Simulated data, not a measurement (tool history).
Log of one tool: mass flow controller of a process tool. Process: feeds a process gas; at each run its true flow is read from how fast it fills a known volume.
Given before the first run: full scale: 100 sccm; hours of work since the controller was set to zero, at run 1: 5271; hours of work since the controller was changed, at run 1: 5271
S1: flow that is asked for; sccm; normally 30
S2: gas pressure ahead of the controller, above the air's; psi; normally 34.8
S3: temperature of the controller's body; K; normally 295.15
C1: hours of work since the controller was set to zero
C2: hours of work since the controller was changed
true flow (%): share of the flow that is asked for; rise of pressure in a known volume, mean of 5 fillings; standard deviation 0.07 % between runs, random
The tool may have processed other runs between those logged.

Run 1, hour 0.0: usual settings; C1 5271; C2 5271. Result: true flow (%) 102.37.
Run 2, hour 150.2: usual settings; C1 5367; C2 5367. Result: true flow (%) 102.54.
Run 3, hour 322.2: usual settings but S3 311.15 K; C1 5477; C2 5477. Result: true flow (%) 101.20.
Run 4, hour 486.4: usual settings but S3 311.15 K; C1 5583; C2 5583. Result: true flow (%) 101.27.
Run 5, hour 806.2: usual settings but S3 311.15 K; C1 5788; C2 5788. Result: true flow (%) 101.44.
At hour 831.2: controller's zero set anew.
Run 6, hour 1057.4: usual settings; C1 145; C2 5949. Result: true flow (%) 104.23.
Run 7, hour 1203.1: usual settings but S1 76 sccm; C1 238; C2 6042. Result: true flow (%) 102.52.
Run 8, hour 1381.6: usual settings but S1 76 sccm; C1 353; C2 6156. Result: true flow (%) 102.58.
Run 9, hour 1588.9: usual settings but S1 39 sccm, S2 30.2 psi; C1 486; C2 6289. Result: true flow (%) 103.77.
Run 10, hour 1773.1: usual settings but S1 10 sccm; C1 604; C2 6407. Result: true flow (%) 113.72.
Run 11, hour 2047.1: usual settings but S1 24 sccm, S2 25.4 psi; C1 780; C2 6583. Result: true flow (%) 106.33.
Run 12, hour 2293.3: usual settings but S1 84 sccm, S2 32.9 psi; C1 938; C2 6741. Result: true flow (%) 102.94.

3 options for the next run, each taken on its own from the tool as it stands now. Forecast them:
At hour 2309.9: controller's zero set anew, once more.
Run A, hour 2466.4: usual settings but S1 40 sccm, S2 35.4 psi; C1 100; C2 6852. Result: true flow (%) ?.
At hour 2309.9: controller's zero set anew, once more.
Run B, hour 2466.4: usual settings but S1 23 sccm, S2 23.9 psi, S3 309.15 K; C1 100; C2 6852. Result: true flow (%) ?.
At hour 2309.9: controller's zero set anew, once more.
Run C, hour 2466.4: usual settings but S2 29.9 psi; C1 100; C2 6852. Result: true flow (%) ?.

run  true flow (%)
  A         100.30
  B          99.40
  C         100.40
Take away the tool's hidden state, keep each run's random variation, and the runs would have read:
run  true flow (%)
  A          98.62
  B          97.65
  C          98.69

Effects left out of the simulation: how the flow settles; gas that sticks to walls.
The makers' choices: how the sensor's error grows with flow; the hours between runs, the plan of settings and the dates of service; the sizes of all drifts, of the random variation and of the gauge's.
